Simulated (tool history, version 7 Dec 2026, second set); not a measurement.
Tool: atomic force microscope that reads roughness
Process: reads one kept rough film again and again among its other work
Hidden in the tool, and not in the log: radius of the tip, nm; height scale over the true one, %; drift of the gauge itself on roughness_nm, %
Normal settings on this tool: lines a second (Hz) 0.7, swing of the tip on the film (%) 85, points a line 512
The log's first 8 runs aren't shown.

run    day  lines a second (Hz)  swing of the tip on the film (%)  points a line  pictures with this tip  hours of work since the height scale was calibrated  roughness of the kept film (nm (root mean square))
  9   2.35                  0.7                                85            512                     225                                                  149                                               4.646
 10  2.646                  0.7                                85            512                     237                                                  152                                               4.605
 11  2.908                  0.7                                85            512                     248                                                  155                                                4.58
      2.95  -- new tip fitted
 12  3.221                  0.7                                85            512                      10                                                  158                                               5.153
 13  3.621                3.519                                85            512                      26                                                  163                                                3.99
 14  3.854                3.519                                85            512                      36                                                  166                                               3.972
 15  4.175                3.519                                85            512                      48                                                  169                                               3.976
 16  4.358                  0.7                                85            263                      56                                                  171                                               4.987
 17  4.529                  0.7                                85            512                      63                                                  173                                                   5
 18  4.925                  0.7                                85            512                      78                                                  178                                                4.99
 19  5.171                  0.7                                85            512                      88                                                  181                                               5.001
 20  5.354                  0.7                                85            512                      95                                                  183                                               4.934
 21  5.575                  0.7                                85            512                     104                                                  185                                               4.921
 22  5.908                  0.7                                85            512                     118                                                  189                                               4.886
 23  6.267                  0.7                                85            818                     132                                                  193                                               4.888
 24  6.442                  0.7                                85            512                     139                                                  195                                                4.82
 25    6.7                  0.7                                85            512                     149                                                  198                                               4.813
 26  7.025                  0.7                                85            512                     162                                                  202                                               4.808
 27  7.275                  0.7                                85            512                     172                                                  205                                               4.771
 28  7.588                  0.7                                85            391                     184                                                  208                                               4.736
 29   7.85                  0.7                                82            391                     195                                                  211                                               4.768
 30  8.192                1.264                                85            512                     208                                                  215                                                4.46
 31  8.492                2.009                                82            512                     220                                                  219                                               4.215
 32  8.796                2.009                                82            512                     232                                                  222                                               4.211
 33  9.021                3.408                                76            320                     241                                                  225                                               4.021

The next listed run, before its measurement:
     9.246  -- new tip fitted
 34  9.417                0.796                                72           1023                       6                                                  229                                                   ?

{"run 34": {"roughness of the kept film (nm (root mean square))": 5.312}}
Were there no unlogged condition in the tool, this run, its random variation unchanged, would have produced roughness of the kept film (nm (root mean square)) 5.342.

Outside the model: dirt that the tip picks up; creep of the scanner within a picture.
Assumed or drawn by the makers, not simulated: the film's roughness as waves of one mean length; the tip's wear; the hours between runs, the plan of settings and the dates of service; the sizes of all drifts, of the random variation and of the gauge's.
